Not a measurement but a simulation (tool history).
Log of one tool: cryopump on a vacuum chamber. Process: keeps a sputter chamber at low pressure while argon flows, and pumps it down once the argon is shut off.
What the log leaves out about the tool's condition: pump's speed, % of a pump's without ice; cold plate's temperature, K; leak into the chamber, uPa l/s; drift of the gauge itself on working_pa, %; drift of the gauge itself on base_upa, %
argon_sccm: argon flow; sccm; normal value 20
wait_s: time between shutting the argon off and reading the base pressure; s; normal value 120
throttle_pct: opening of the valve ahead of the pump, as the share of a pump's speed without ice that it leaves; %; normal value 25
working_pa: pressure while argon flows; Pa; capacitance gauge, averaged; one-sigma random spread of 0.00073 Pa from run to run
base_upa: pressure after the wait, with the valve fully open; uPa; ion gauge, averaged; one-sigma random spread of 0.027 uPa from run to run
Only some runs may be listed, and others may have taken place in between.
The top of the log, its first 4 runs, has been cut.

run,day,argon_sccm,wait_s,throttle_pct,hours of work since the pump was warmed up and emptied,hours of work since the cold head was overhauled,hours of work since the chamber's fittings were tightened,working_pa,base_upa
5,6.800,20,176,25,285,285,824,0.1354,2.72
6,8.808,20,176,25,310,310,849,0.1369,2.71
7,11.133,20,120,53,338,338,878,0.0669,3.12
8,12.883,20,120,53,360,360,899,0.0683,3.13
9,14.650,28,120,25,382,382,921,0.1914,3.25
10,15.800,20,120,25,396,396,936,0.1378,3.27
11,16.933,20,120,25,410,410,950,0.1382,3.44
12,18.562,20,120,25,430,430,970,0.1380,3.45
13,20.538,20,120,25,455,455,994,0.1389,3.57
14,22.000,20,120,25,473,473,1012,0.1397,3.53
15,24.412,20,120,25,503,503,1042,0.1403,3.72
# day 24.858: pump warmed up, emptied and cooled again
16,26.454,10,47,22,20,526,1065,0.0748,4.78
17,27.496,10,85,49,33,538,1078,0.0329,3.57

What does the tool deliver on the next run?
18,28.529,10,85,49,45,551,1091,?,?

working_pa: 0.0337 Pa
base_upa: 3.62 uPa
With no hidden state in the tool, this same run would have given working_pa 0.0332 Pa, base_upa 1.65 uPa.
